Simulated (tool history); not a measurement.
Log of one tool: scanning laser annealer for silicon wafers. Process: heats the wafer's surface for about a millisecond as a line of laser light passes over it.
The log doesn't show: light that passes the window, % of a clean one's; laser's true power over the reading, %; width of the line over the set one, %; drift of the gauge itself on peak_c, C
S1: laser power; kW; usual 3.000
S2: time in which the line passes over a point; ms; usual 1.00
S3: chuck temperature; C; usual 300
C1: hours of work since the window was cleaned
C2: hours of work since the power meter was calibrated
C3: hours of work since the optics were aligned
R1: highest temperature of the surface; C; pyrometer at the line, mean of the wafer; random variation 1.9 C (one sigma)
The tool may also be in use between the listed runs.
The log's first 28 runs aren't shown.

run     day     S1    S2   S3  C1   C2   C3    R1
 29  14.362  2.872  1.12  300  20  294   60  1087
 30  14.721  3.024  1.09  300  25  299   64  1130
 31  15.421  3.191  1.09  331  34  308   73  1222
 32  15.846  3.191  1.09  331  39  313   79  1222
     16.317  -- window over the wafer cleaned, once more
 33  16.433  3.191  1.09  264   1  319   85  1207
 34  17.079  2.986  1.00  300  10  327   93  1118
 35  17.746  2.986  1.00  300  18  336  101  1120
 36  18.288  2.986  1.00  300  25  343  108  1118
 37  18.679  2.792  1.15  282  30  347  113  1088
 38  19.192  2.975  1.01  300  36  354  119  1116
 39  19.921  2.734  0.85  260  45  363  128   918
 40  20.400  3.000  1.22  282  51  369  134  1201

Forecast each of these 3 alternatives for the next run:
  A  20.846  2.631  1.00  277  57  375  140   ?
  B  20.846  2.647  0.97  288  57  375  140   ?
  C  20.846  3.046  1.00  304  57  375  140   ?

run    R1
  A   965
  B   972
  C  1142
Without the tool's hidden state the same runs would have given:
run    R1
  A   973
  B   980
  C  1152
